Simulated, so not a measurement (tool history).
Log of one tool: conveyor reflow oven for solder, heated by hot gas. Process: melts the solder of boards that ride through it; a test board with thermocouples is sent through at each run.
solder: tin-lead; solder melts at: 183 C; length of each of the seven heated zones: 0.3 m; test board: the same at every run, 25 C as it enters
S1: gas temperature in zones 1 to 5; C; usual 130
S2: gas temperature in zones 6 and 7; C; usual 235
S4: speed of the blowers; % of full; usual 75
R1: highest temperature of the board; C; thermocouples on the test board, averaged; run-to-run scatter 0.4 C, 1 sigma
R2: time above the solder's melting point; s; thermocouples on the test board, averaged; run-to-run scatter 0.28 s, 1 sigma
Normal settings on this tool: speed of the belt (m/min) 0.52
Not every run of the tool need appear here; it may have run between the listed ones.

run 1 hour=0 | S1=130 S2=235 speed_of_the_belt_(m/min)=0.52 S4=75 | R1=217.5 R2=50.6
run 2 hour=70.7 | S1=130 S2=235 speed_of_the_belt_(m/min)=0.52 S4=75 | R1=218.9 R2=50
run 3 hour=101.7 | S1=130 S2=235 speed_of_the_belt_(m/min)=0.52 S4=75 | R1=218.4 R2=50
run 4 hour=141.3 | S1=130 S2=235 speed_of_the_belt_(m/min)=0.52 S4=75 | R1=218.3 R2=50.3
run 5 hour=206.1 | S1=130 S2=235 speed_of_the_belt_(m/min)=0.52 S4=75 | R1=218.1 R2=50.5
run 6 hour=258.2 | S1=130 S2=235 speed_of_the_belt_(m/min)=0.52 S4=76 | R1=217.6 R2=50.4
run 7 hour=319.1 | S1=130 S2=235 speed_of_the_belt_(m/min)=0.537 S4=75 | R1=216.7 R2=47.5
run 8 hour=367.7 | S1=130 S2=235 speed_of_the_belt_(m/min)=0.537 S4=75 | R1=217.5 R2=47.4
run 9 hour=427.1 | S1=130 S2=235 speed_of_the_belt_(m/min)=0.537 S4=75 | R1=217.3 R2=47.7
run 10 hour=479.7 | S1=130 S2=235 speed_of_the_belt_(m/min)=0.537 S4=75 | R1=217.8 R2=47
run 11 hour=535.1 | S1=130 S2=235 speed_of_the_belt_(m/min)=0.537 S4=75 | R1=217.2 R2=47.6
run 12 hour=593.4 | S1=129 S2=235 speed_of_the_belt_(m/min)=0.537 S4=75 | R1=216.6 R2=47.7
run 13 hour=629.3 | S1=129 S2=235 speed_of_the_belt_(m/min)=0.537 S4=75 | R1=217.5 R2=47.3
run 14 hour=665.7 | S1=129 S2=235 speed_of_the_belt_(m/min)=0.537 S4=75 | R1=216.5 R2=47
run 15 hour=717.3 | S1=129 S2=235 speed_of_the_belt_(m/min)=0.537 S4=75 | R1=216.8 R2=47.4
run 16 hour=760.6 | S1=129 S2=235 speed_of_the_belt_(m/min)=0.537 S4=75 | R1=217 R2=47.9
run 17 hour=803.8 | S1=132 S2=235 speed_of_the_belt_(m/min)=0.537 S4=75 | R1=217.8 R2=48.7
run 18 hour=856.8 | S1=125 S2=236 speed_of_the_belt_(m/min)=0.522 S4=59 | R1=214.5 R2=45
run 19 hour=894.2 | S1=130 S2=229 speed_of_the_belt_(m/min)=0.546 S4=54 | R1=205.7 R2=37
run 20 hour=925.2 | S1=140 S2=227 speed_of_the_belt_(m/min)=0.546 S4=54 | R1=206.6 R2=40.8
run 21 hour=992.6 | S1=140 S2=227 speed_of_the_belt_(m/min)=0.546 S4=54 | R1=206.9 R2=40.2
run 22 hour=1027.9 | S1=140 S2=227 speed_of_the_belt_(m/min)=0.546 S4=54 | R1=206.8 R2=41.2
run 23 hour=1060.3 | S1=120 S2=247 speed_of_the_belt_(m/min)=0.431 S4=58 | R1=229.8 R2=66.2
run 24 hour=1129.3 | S1=129 S2=226 speed_of_the_belt_(m/min)=0.52 S4=62 | R1=208 R2=40.4
run 25 hour=1184 | S1=117 S2=226 speed_of_the_belt_(m/min)=0.52 S4=72 | R1=206.9 R2=38.3
run 26 hour=1240 | S1=117 S2=226 speed_of_the_belt_(m/min)=0.52 S4=72 | R1=207.9 R2=38.4
run 27 hour=1269.6 | S1=117 S2=226 speed_of_the_belt_(m/min)=0.52 S4=72 | R1=207.2 R2=38.2
run 28 hour=1325.7 | S1=118 S2=226 speed_of_the_belt_(m/min)=0.452 S4=62 | R1=210.3 R2=47.8
run 29 hour=1385.6 | S1=135 S2=228 speed_of_the_belt_(m/min)=0.52 S4=58 | R1=209.5 R2=43.8
run 30 hour=1425 | S1=138 S2=228 speed_of_the_belt_(m/min)=0.553 S4=74 | R1=211.1 R2=44.3

Missing from the log above: 5 entries noted between runs. For each, name the pair of listed runs it sits between and say how the tool's hidden condition differs from the listed run just before to the listed run just after:
Between runs 1 and 2: flux residue cleaned out of gas plates and filters (hour 14.8)
  heat that the gas passes to the board, % of a clean oven's: 99.7 -> 100
Between runs 12 and 13: flux residue cleaned out of gas plates and filters (hour 609.2)
  heat that the gas passes to the board, % of a clean oven's: 99.7 -> 100
Between runs 23 and 24: belt drive overhauled, speed set with a stopwatch (hour 1073.8); thermocouples of zones 6 and 7 changed (hour 1115.7)
  belt's true speed, % of the reading: 99.96 -> 100; true gas temperature in zones 6 and 7 over the reading, C: -0.04 -> -0.01
Between runs 25 and 26: flux residue cleaned out of gas plates and filters (hour 1212.6)
  heat that the gas passes to the board, % of a clean oven's: 99.7 -> 100; true gas temperature in zones 6 and 7 over the reading, C: -0.01 -> -0.02

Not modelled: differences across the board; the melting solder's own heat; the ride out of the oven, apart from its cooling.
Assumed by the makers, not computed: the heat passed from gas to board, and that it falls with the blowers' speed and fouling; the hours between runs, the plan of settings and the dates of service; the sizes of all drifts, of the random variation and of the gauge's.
